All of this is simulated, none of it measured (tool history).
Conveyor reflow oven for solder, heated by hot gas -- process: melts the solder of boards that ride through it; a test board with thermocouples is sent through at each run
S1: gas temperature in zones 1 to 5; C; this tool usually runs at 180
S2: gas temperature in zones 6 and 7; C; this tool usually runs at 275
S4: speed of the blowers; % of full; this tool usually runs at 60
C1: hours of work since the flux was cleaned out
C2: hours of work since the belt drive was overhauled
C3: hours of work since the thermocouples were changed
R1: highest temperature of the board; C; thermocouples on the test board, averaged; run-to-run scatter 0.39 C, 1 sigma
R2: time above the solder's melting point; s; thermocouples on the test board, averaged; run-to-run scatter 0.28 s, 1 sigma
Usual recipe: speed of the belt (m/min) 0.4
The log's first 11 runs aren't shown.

{"run": 12, "hour": 222.5, "S1": 180, "S2": 275, "speed of the belt (m/min)": 0.4, "S4": 60, "C1": 124, "C2": 12, "C3": 513, "R1": 256.6, "R2": 72.8}
{"run": 13, "hour": 234.6, "S1": 180, "S2": 275, "speed of the belt (m/min)": 0.4, "S4": 60, "C1": 131, "C2": 19, "C3": 519, "R1": 256.2, "R2": 72.9}
{"run": 14, "hour": 249.8, "S1": 180, "S2": 275, "speed of the belt (m/min)": 0.4, "S4": 86, "C1": 140, "C2": 28, "C3": 528, "R1": 263.5, "R2": 78.4}
{"run": 15, "hour": 267.8, "S1": 180, "S2": 278, "speed of the belt (m/min)": 0.4, "S4": 86, "C1": 150, "C2": 38, "C3": 538, "R1": 265.6, "R2": 80.4}
{"run": 16, "hour": 286.9, "S1": 165, "S2": 278, "speed of the belt (m/min)": 0.4, "S4": 86, "C1": 161, "C2": 49, "C3": 549, "R1": 264.1, "R2": 73.6}
{"run": 17, "hour": 310.1, "S1": 180, "S2": 275, "speed of the belt (m/min)": 0.329, "S4": 66, "C1": 174, "C2": 62, "C3": 562, "R1": 263.7, "R2": 95.8}
{"run": 18, "hour": 332.5, "S1": 172, "S2": 275, "speed of the belt (m/min)": 0.4, "S4": 60, "C1": 187, "C2": 75, "C3": 575, "R1": 254.6, "R2": 68.1}
{"run": 19, "hour": 350.2, "S1": 192, "S2": 275, "speed of the belt (m/min)": 0.4, "S4": 60, "C1": 197, "C2": 85, "C3": 585, "R1": 258.2, "R2": 80.8}
{"run": 20, "hour": 363.6, "S1": 180, "S2": 269, "speed of the belt (m/min)": 0.372, "S4": 85, "C1": 204, "C2": 93, "C3": 593, "R1": 258.6, "R2": 82.5}
{"hour": 380.4, "done": "flux residue cleaned out of gas plates and filters"}
{"run": 21, "hour": 391.7, "S1": 180, "S2": 269, "speed of the belt (m/min)": 0.372, "S4": 85, "C1": 6, "C2": 106, "C3": 606, "R1": 259.9, "R2": 83.5}
{"run": 22, "hour": 411.3, "S1": 180, "S2": 269, "speed of the belt (m/min)": 0.372, "S4": 85, "C1": 18, "C2": 117, "C3": 617, "R1": 259.6, "R2": 83.2}
{"run": 23, "hour": 428.6, "S1": 180, "S2": 275, "speed of the belt (m/min)": 0.41, "S4": 73, "C1": 27, "C2": 127, "C3": 627, "R1": 260.4, "R2": 74.3}
{"run": 24, "hour": 440.0, "S1": 188, "S2": 276, "speed of the belt (m/min)": 0.336, "S4": 51, "C1": 34, "C2": 133, "C3": 633, "R1": 261.8, "R2": 96.5}
{"run": 25, "hour": 453.8, "S1": 188, "S2": 276, "speed of the belt (m/min)": 0.336, "S4": 51, "C1": 42, "C2": 141, "C3": 641, "R1": 261.5, "R2": 96.9}
{"run": 26, "hour": 466.5, "S1": 188, "S2": 282, "speed of the belt (m/min)": 0.339, "S4": 60, "C1": 49, "C2": 148, "C3": 649, "R1": 268.9, "R2": 100.3}
{"run": 27, "hour": 483.0, "S1": 188, "S2": 282, "speed of the belt (m/min)": 0.339, "S4": 60, "C1": 58, "C2": 158, "C3": 658, "R1": 269.6, "R2": 100.9}
{"run": 28, "hour": 506.8, "S1": 185, "S2": 268, "speed of the belt (m/min)": 0.4, "S4": 76, "C1": 72, "C2": 171, "C3": 671, "R1": 255, "R2": 75.9}
{"run": 29, "hour": 521.3, "S1": 180, "S2": 284, "speed of the belt (m/min)": 0.4, "S4": 69, "C1": 80, "C2": 180, "C3": 680, "R1": 268.3, "R2": 80.4}
{"run": 30, "hour": 546.2, "S1": 167, "S2": 269, "speed of the belt (m/min)": 0.419, "S4": 69, "C1": 94, "C2": 194, "C3": 694, "R1": 250.1, "R2": 60.1}
{"run": 31, "hour": 570.2, "S1": 167, "S2": 269, "speed of the belt (m/min)": 0.419, "S4": 69, "C1": 108, "C2": 207, "C3": 708, "R1": 250.2, "R2": 60.2}

Forecast each of these 4 alternatives for the next run:
{"run": "A", "hour": 592.4, "S1": 180, "S2": 275, "speed of the belt (m/min)": 0.358, "S4": 67, "C1": 121, "C2": 220, "C3": 720, "R1": "?", "R2": "?"}
{"run": "B", "hour": 592.4, "S1": 168, "S2": 275, "speed of the belt (m/min)": 0.4, "S4": 60, "C1": 121, "C2": 220, "C3": 720, "R1": "?", "R2": "?"}
{"run": "C", "hour": 592.4, "S1": 168, "S2": 279, "speed of the belt (m/min)": 0.4, "S4": 67, "C1": 121, "C2": 220, "C3": 720, "R1": "?", "R2": "?"}
{"run": "D", "hour": 592.4, "S1": 180, "S2": 268, "speed of the belt (m/min)": 0.474, "S4": 60, "C1": 121, "C2": 220, "C3": 720, "R1": "?", "R2": "?"}

run=A R1=262.6 R2=86.9
run=B R1=254 R2=66
run=C R1=260 R2=71.7
run=D R1=244.5 R2=50.8
Stripped of hidden state, with their random variation kept, the same runs would have yielded:
run=A R1=264.7 R2=88
run=B R1=256.2 R2=67.6
run=C R1=262.2 R2=73.1
run=D R1=246.6 R2=52.8
